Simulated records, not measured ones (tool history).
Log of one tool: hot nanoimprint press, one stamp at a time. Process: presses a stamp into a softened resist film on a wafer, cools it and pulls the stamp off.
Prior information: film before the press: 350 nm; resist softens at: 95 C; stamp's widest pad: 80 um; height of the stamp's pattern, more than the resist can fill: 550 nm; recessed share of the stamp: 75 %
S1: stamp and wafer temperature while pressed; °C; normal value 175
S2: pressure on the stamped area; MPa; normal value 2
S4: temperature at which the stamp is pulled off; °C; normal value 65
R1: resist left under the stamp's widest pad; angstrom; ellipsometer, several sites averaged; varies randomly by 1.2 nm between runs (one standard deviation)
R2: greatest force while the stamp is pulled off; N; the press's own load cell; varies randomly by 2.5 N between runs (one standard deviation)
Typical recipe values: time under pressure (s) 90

Run 1, hour 0: usual settings. Result: R1 1771 angstrom, R2 123 N.
Run 2, hour 6.7: usual settings but S1 176 °C. Result: R1 1722 angstrom, R2 125 N.
Run 3, hour 13.8: usual settings. Result: R1 1764 angstrom, R2 125 N.
Run 4, hour 20.1: usual settings. Result: R1 1780 angstrom, R2 124 N.
Run 5, hour 27.1: usual settings. Result: R1 1776 angstrom, R2 126 N.
Run 6, hour 33.1: usual settings but S4 60 °C. Result: R1 1790 angstrom, R2 137 N.
Run 7, hour 42.8: usual settings but S4 60 °C. Result: R1 1764 angstrom, R2 136 N.
Run 8, hour 48.5: usual settings but S1 168 °C, time under pressure (s) 146, S4 60 °C. Result: R1 1979 angstrom, R2 141 N.
Run 9, hour 54.5: usual settings but S1 168 °C, time under pressure (s) 146, S4 60 °C. Result: R1 1971 angstrom, R2 136 N.
Run 10, hour 63: usual settings but S1 180 °C, S2 1.39 MPa, time under pressure (s) 46, S4 66 °C. Result: R1 2170 angstrom, R2 125 N.
Run 11, hour 74.3: usual settings but S1 180 °C, S2 1.39 MPa, time under pressure (s) 46, S4 66 °C. Result: R1 2146 angstrom, R2 125 N.

Run 12, settings as shown, results not yet in. Your forecast:
Run 12, hour 80.3: usual settings but S1 180 °C, S2 1.39 MPa, time under pressure (s) 46, S4 60 °C. Result: R1 ?, R2 ?.

R1: 2168 angstrom
R2: 138 N
The same run, on a tool lacking any hidden state, would have yielded R1 2201 angstrom, R2 122 N.

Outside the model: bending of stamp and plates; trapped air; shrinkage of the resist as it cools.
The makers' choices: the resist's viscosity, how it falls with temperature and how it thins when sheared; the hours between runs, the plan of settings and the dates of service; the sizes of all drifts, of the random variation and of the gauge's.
